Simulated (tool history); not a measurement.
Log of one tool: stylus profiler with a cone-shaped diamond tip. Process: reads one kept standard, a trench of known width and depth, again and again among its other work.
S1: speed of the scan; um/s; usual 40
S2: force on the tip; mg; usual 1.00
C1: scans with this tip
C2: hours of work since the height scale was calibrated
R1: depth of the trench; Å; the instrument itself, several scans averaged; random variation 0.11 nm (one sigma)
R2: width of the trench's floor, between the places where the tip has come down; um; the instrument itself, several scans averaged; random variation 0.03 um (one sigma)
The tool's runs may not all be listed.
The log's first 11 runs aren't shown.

run	hour	S1	S2	C1	C2	R1	R2
12	147.9	40	1.00	4966	393	5022.4	25.42
13	164.6	40	1.00	5080	402	5023.2	25.43
14	172.6	40	1.00	5134	406	5025.1	25.38
15	181.2	40	1.00	5192	411	5024.3	25.47
16	198.7	33	1.00	5311	420	5023.6	25.42
17	206.6	33	1.00	5365	425	5024.5	25.43
18	216.9	18	2.88	5434	430	5050.2	25.59
19	232.0	16	0.69	5537	438	5018.8	25.54
20	247.9	51	0.34	5644	447	5011.9	25.26
21	265.8	37	1.19	5766	457	5024.8	25.46

The next listed run, before its measurement:
22	282.4	37	1.19	5878	465	?	?

{"run 22": {"R1": 5028.8, "R2": 25.46}}
Without the tool's hidden state the same run would have given R1 5028.7 Å, R2 25.46 um.
